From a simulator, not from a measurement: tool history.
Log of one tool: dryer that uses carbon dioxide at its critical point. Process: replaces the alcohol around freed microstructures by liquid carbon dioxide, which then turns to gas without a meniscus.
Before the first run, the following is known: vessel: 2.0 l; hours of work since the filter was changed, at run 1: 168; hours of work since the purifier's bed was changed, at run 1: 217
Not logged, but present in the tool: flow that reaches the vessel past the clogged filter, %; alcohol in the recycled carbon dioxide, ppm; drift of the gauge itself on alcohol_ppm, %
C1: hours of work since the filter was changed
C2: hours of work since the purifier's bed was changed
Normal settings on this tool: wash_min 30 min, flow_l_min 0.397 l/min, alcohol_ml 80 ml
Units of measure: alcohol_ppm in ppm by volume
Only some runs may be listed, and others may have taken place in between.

Run 1, day 0: usual settings; C1 168; C2 217. Result: alcohol_ppm 865 ppm by volume.
At day 1.762: inlet filter changed.
Run 2, day 2.012: usual settings; C1 5; C2 254. Result: alcohol_ppm 556 ppm by volume.
Run 3, day 4.462: usual settings; C1 51; C2 301. Result: alcohol_ppm 623 ppm by volume.
Run 4, day 7.379: usual settings but alcohol_ml 21 ml; C1 106; C2 356. Result: alcohol_ppm 222 ppm by volume.
Run 5, day 10.017: usual settings but alcohol_ml 21 ml; C1 156; C2 405. Result: alcohol_ppm 252 ppm by volume.
At day 12.479: inlet filter changed.
Run 6, day 12.796: usual settings but flow_l_min 0.361 l/min; C1 6; C2 457. Result: alcohol_ppm 810 ppm by volume.
Run 7, day 14.375: usual settings but flow_l_min 0.361 l/min; C1 36; C2 487. Result: alcohol_ppm 893 ppm by volume.
Run 8, day 15.938: usual settings but flow_l_min 0.361 l/min; C1 65; C2 516. Result: alcohol_ppm 977 ppm by volume.
Run 9, day 17.667: usual settings but flow_l_min 0.361 l/min; C1 98; C2 549. Result: alcohol_ppm 1080 ppm by volume.
Run 10, day 19.312: usual settings; C1 129; C2 580. Result: alcohol_ppm 818 ppm by volume.
Run 11, day 20.888: usual settings but alcohol_ml 21 ml; C1 159; C2 610. Result: alcohol_ppm 262 ppm by volume.
Run 12, day 22.838: usual settings but wash_min 22 min; C1 195; C2 646. Result: alcohol_ppm 2550 ppm by volume.
At day 23.146: inlet filter changed.
Run 13, day 25.246: usual settings but wash_min 22 min; C1 40; C2 691. Result: alcohol_ppm 1874 ppm by volume.
Run 14, day 27.104: usual settings but wash_min 22 min; C1 75; C2 726. Result: alcohol_ppm 2013 ppm by volume.
Run 15, day 28.975: usual settings but wash_min 22 min, flow_l_min 0.635 l/min, alcohol_ml 116 ml; C1 110; C2 761. Result: alcohol_ppm 533 ppm by volume.
Run 16, day 31.954: usual settings but wash_min 45 min, flow_l_min 0.635 l/min, alcohol_ml 86 ml; C1 166; C2 818. Result: alcohol_ppm 63 ppm by volume.
At day 33.233: purifier's bed changed.
At day 33.929: inlet filter changed.
Run 17, day 34.375: usual settings but wash_min 46 min, flow_l_min 0.57 l/min, alcohol_ml 95 ml; C1 8; C2 21. Result: alcohol_ppm 10 ppm by volume.
Run 18, day 36.646: usual settings but alcohol_ml 69 ml; C1 51; C2 64. Result: alcohol_ppm 521 ppm by volume.
Run 19, day 38.5: usual settings but wash_min 18 min, flow_l_min 0.246 l/min, alcohol_ml 21 ml; C1 86; C2 99. Result: alcohol_ppm 2294 ppm by volume.
Run 20, day 39.967: usual settings but wash_min 18 min, flow_l_min 0.542 l/min, alcohol_ml 21 ml; C1 114; C2 126. Result: alcohol_ppm 390 ppm by volume.
Run 21, day 42.496: usual settings but flow_l_min 0.292 l/min, alcohol_ml 71 ml; C1 162; C2 174. Result: alcohol_ppm 2027 ppm by volume.
At day 44.575: inlet filter changed.
Run 22, day 44.829: usual settings but wash_min 29 min, flow_l_min 0.338 l/min, alcohol_ml 48 ml; C1 5; C2 217. Result: alcohol_ppm 704 ppm by volume.
Run 23, day 46.083: usual settings but wash_min 29 min; C1 28; C2 241. Result: alcohol_ppm 646 ppm by volume.
Run 24, day 48.058: usual settings but wash_min 29 min; C1 66; C2 278. Result: alcohol_ppm 708 ppm by volume.
Run 25, day 50.058: usual settings but wash_min 18 min, flow_l_min 0.424 l/min, alcohol_ml 106 ml; C1 103; C2 316. Result: alcohol_ppm 3886 ppm by volume.
Run 26, day 52.075: usual settings but wash_min 18 min, flow_l_min 0.424 l/min, alcohol_ml 106 ml; C1 141; C2 354. Result: alcohol_ppm 4209 ppm by volume.
Run 27, day 54.188: usual settings but wash_min 32 min, alcohol_ml 113 ml; C1 181; C2 394. Result: alcohol_ppm 967 ppm by volume.
At day 55.292: inlet filter changed.
Run 28, day 57.233: usual settings but wash_min 35 min, flow_l_min 0.386 l/min; C1 37; C2 450. Result: alcohol_ppm 341 ppm by volume.

How the hidden state differs across the entries between the runs, from the last listed run before each to the first after it:
Runs 1 to 2: inlet filter changed (day 1.762)
  flow that reaches the vessel past the clogged filter, %: 88.1 -> 98.9; alcohol in the recycled carbon dioxide, ppm: 19.1 -> 21.8
  measured minus no-state result, alcohol_ppm: +358 -> +42 ppm by volume
Runs 5 to 6: inlet filter changed (day 12.479)
  flow that reaches the vessel past the clogged filter, %: 88.2 -> 98.5; alcohol in the recycled carbon dioxide, ppm: 31.3 -> 34.8
  measured minus no-state result, alcohol_ppm: +115 -> +73 ppm by volume
Runs 12 to 13: inlet filter changed (day 23.146)
  flow that reaches the vessel past the clogged filter, %: 85.9 -> 96.7; alcohol in the recycled carbon dioxide, ppm: 47.6 -> 50.1
  measured minus no-state result, alcohol_ppm: +953 -> +229 ppm by volume
Runs 16 to 17: purifier's bed changed (day 33.233); inlet filter changed (day 33.929)
  flow that reaches the vessel past the clogged filter, %: 88.3 -> 99.2; alcohol in the recycled carbon dioxide, ppm: 58.9 -> 6.7
  measured minus no-state result, alcohol_ppm: +57 -> +2 ppm by volume
Runs 21 to 22: inlet filter changed (day 44.575)
  flow that reaches the vessel past the clogged filter, %: 88.9 -> 99.5; alcohol in the recycled carbon dioxide, ppm: 16.5 -> 19.4
  measured minus no-state result, alcohol_ppm: +614 -> +26 ppm by volume
Runs 27 to 28: inlet filter changed (day 55.292)
  flow that reaches the vessel past the clogged filter, %: 87.6 -> 97.3; alcohol in the recycled carbon dioxide, ppm: 31 -> 34.7
  measured minus no-state result, alcohol_ppm: +439 -> +67 ppm by volume
